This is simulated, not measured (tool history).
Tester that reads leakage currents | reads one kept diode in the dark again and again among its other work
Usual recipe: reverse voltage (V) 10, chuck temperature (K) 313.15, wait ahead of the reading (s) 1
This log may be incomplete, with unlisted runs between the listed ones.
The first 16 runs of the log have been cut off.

| run | hour | reverse voltage (V) | chuck temperature (K) | wait ahead of the reading (s) | current that the tester gives (pA) |
|---|---|---|---|---|---|
| 17 | 1146.2 | 10 | 313.15 | 1 | 825.12 |
| 18 | 1195.1 | 10 | 313.15 | 1 | 822.88 |
| 19 | 1281.4 | 10 | 313.15 | 0.44 | 823.21 |
| 20 | 1332.1 | 10 | 313.15 | 0.44 | 829.21 |
| 21 | 1403.5 | 1 | 313.15 | 4.94 | 211.78 |
| 22 | 1477.7 | 1.8 | 295.15 | 1 | 84.1 |
| 23 | 1552 | 1.8 | 295.15 | 1 | 83.9 |
| 24 | 1641.4 | 1.8 | 295.15 | 1 | 84.39 |
| 25 | 1731.1 | 16 | 296.15 | 8.01 | 322.7 |
| 26 | 1801.3 | 4.8 | 313.15 | 0.32 | 537.12 |
| 27 | 1883.1 | 17.1 | 327.15 | 3.62 | 2753.56 |
| 28 | 1971.6 | 2.9 | 319.15 | 1 | 589.22 |
| 29 | 2022.8 | 4.3 | 319.15 | 2.93 | 739.51 |
| 30 | 2069 | 10 | 296.15 | 1 | 249.41 |
| 31 | 2155.9 | 10 | 296.15 | 1 | 249.1 |
| 32 | 2232.5 | 10 | 296.15 | 1 | 250.73 |
| 33 | 2286.6 | 10.8 | 313.15 | 3.87 | 856.95 |
| 34 | 2371.1 | 1.5 | 294.15 | 2.04 | 69.7 |
| 35 | 2458.7 | 10 | 303.15 | 1.61 | 413.74 |
| 36 | 2504.6 | 15.2 | 313.15 | 1 | 1052.92 |
| 37 | 2550.3 | 18.4 | 328.15 | 1 | 3052.24 |
| 38 | 2624.3 | 10 | 328.15 | 1 | 2144.97 |
| 39 | 2717.2 | 10 | 328.15 | 2.25 | 2132.48 |
|  | 2764.5 | probe card cleaned and baked |
|  | 2770.4 | tester calibrated |
| 40 | 2796.8 | 10 | 313.15 | 0.39 | 826.67 |

Forecast each of these 3 alternatives for the next run:
| A | 2863.4 | 1.1 | 303.15 | 1.56 | ? |
| B | 2863.4 | 10 | 313.15 | 1.43 | ? |
| C | 2863.4 | 7.7 | 313.15 | 1 | ? |

| run | current that the tester gives (pA) |
|---|---|
| A | 112.9 |
| B | 816.62 |
| C | 702.06 |
What these runs would have given with no unlogged condition in the tool:
| run | current that the tester gives (pA) |
|---|---|
| A | 113.17 |
| B | 818.39 |
| C | 703.58 |
